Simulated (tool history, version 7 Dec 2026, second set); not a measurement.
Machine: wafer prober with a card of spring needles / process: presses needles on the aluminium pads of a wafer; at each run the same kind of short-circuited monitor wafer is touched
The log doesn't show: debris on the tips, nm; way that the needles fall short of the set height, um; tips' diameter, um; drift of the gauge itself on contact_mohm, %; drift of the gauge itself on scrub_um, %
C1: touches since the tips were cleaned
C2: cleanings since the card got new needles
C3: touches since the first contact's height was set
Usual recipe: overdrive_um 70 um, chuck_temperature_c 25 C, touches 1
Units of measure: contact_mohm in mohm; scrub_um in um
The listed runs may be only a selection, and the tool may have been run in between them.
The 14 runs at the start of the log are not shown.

Run 15, hour 133.7: usual settings but chuck_temperature_c 93 C; C1 1656; C2 36; C3 71431. Result: contact_mohm 270 mohm, scrub_um 11.19 um.
At hour 134.8: tips cleaned on abrasive film.
At hour 142.3: tips cleaned on abrasive film.
Run 16, hour 144.3: usual settings but chuck_temperature_c 93 C; C1 519; C2 38; C3 74120. Result: contact_mohm 264 mohm, scrub_um 11.26 um.
At hour 149.7: tips cleaned on abrasive film.
Run 17, hour 156.2: usual settings but overdrive_um 66 um, chuck_temperature_c 116 C; C1 1653; C2 39; C3 77134. Result: contact_mohm 276 mohm, scrub_um 10.63 um.
At hour 157.3: tips cleaned on abrasive film.
Run 18, hour 163.2: usual settings but overdrive_um 54 um; C1 1535; C2 40; C3 78921. Result: contact_mohm 251 mohm, scrub_um 8.66 um.
At hour 164.1: tips cleaned on abrasive film.
At hour 171.6: tips cleaned on abrasive film.
Run 19, hour 174.0: usual settings but overdrive_um 58 um, chuck_temperature_c 64 C; C1 618; C2 42; C3 81640. Result: contact_mohm 266 mohm, scrub_um 9.37 um.
At hour 179.5: tips cleaned on abrasive film.
At hour 183.2: height of the first contact set anew.
At hour 186.9: tips cleaned on abrasive film.
Run 20, hour 188.6: usual settings but overdrive_um 68 um, chuck_temperature_c 108 C, touches 3; C1 457; C2 44; C3 1381. Result: contact_mohm 273 mohm, scrub_um 10.95 um.
At hour 194.1: tips cleaned on abrasive film.
Run 21, hour 198.7: usual settings but overdrive_um 68 um, chuck_temperature_c 44 C, touches 2; C1 1180; C2 45; C3 3938. Result: contact_mohm 256 mohm, scrub_um 10.99 um.
At hour 201.5: tips cleaned on abrasive film.
Run 22, hour 206.6: usual settings but chuck_temperature_c 63 C, touches 2; C1 1309; C2 46; C3 5950. Result: contact_mohm 262 mohm, scrub_um 11.32 um.
At hour 209.1: tips cleaned on abrasive film.
At hour 216.5: tips cleaned on abrasive film.
Run 23, hour 220.5: usual settings but overdrive_um 83 um, chuck_temperature_c 63 C, touches 2; C1 1008; C2 48; C3 9456. Result: contact_mohm 259 mohm, scrub_um 13.38 um.
At hour 224.6: tips cleaned on abrasive film.
At hour 231.7: tips cleaned on abrasive film.
Run 24, hour 231.7: usual settings but overdrive_um 62 um, chuck_temperature_c 103 C; C1 0; C2 50; C3 12305. Result: contact_mohm 270 mohm, scrub_um 10.05 um.

Run 25, settings as shown, results not yet in. Your forecast:
At hour 238.7: tips cleaned on abrasive film.
Run 25, hour 241.3: usual settings but overdrive_um 52 um, chuck_temperature_c 108 C, touches 3; C1 649; C2 51; C3 14725. Result: contact_mohm ?, scrub_um ?.

For run 25 the tool returned contact_mohm 279 mohm, scrub_um 8.45 um.
On a tool with no hidden condition, and with the same random variation, this run would have come out at contact_mohm 279 mohm, scrub_um 8.32 um.
